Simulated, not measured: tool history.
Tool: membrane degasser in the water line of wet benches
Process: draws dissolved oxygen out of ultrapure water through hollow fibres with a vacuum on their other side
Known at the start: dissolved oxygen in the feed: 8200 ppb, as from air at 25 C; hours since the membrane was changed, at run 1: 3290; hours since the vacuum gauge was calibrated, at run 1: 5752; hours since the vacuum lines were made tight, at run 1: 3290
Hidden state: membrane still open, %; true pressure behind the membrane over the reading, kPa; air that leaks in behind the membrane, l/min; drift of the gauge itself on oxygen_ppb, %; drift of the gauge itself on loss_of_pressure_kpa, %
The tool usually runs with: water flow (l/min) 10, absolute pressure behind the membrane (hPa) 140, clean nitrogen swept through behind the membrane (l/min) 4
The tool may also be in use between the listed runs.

run	day	water flow (l/min)	absolute pressure behind the membrane (hPa)	clean nitrogen swept through behind the membrane (l/min)	hours since the membrane was changed	hours since the vacuum gauge was calibrated	hours since the vacuum lines were made tight	dissolved oxygen in the water behind the degasser (ppb)	pressure that the water loses in the fibres (hPa)
1	0	10	140	4	3290	5752	3290	68.6	604.8
2	3.129	8	140	4	3366	5827	3366	53.5	485.8
# day 8.988: vacuum gauge calibrated
3	8.988	10	140	4	3506	0	3506	68.2	608
4	12.833	10	140	4	3598	92	3598	68	606.3
5	17.362	10	140	4	3707	201	3707	68.6	608.1
6	22.767	10	140	4	3836	331	3836	68.1	611.1
7	26.788	10	140	4	3933	427	3933	68.1	607.8
8	29.529	10	140	4	3999	493	3999	67.4	610.4
9	35.112	6	229	1.86	4133	627	4133	153.4	363.7
# day 38.067: seals of the vacuum lines changed
10	41.454	15	188	5.35	4283	777	81	124.2	920.9

What if the next run were any one of these 5? Each begins from the tool's condition after run 10:
A	44.108	11	250	2.1	4347	841	145	?	?
B	44.108	15	188	6.59	4347	841	145	?	?
C	44.108	10	140	1.66	4347	841	145	?	?
D	44.108	8	140	4	4347	841	145	?	?
E	44.108	6	103	3.87	4347	841	145	?	?

run	dissolved oxygen in the water behind the degasser (ppb)	pressure that the water loses in the fibres (hPa)
A	272.4	671.2
B	104.2	920.8
C	157.9	611.4
D	52.9	488.8
E	28	369.4
The same runs, with their run-to-run variation unchanged, on a tool lacking any hidden condition would have given:
run	dissolved oxygen in the water behind the degasser (ppb)	pressure that the water loses in the fibres (hPa)
A	272.3	660.9
B	104	906.6
C	157.8	601.9
D	52.8	481.3
E	28	363.7
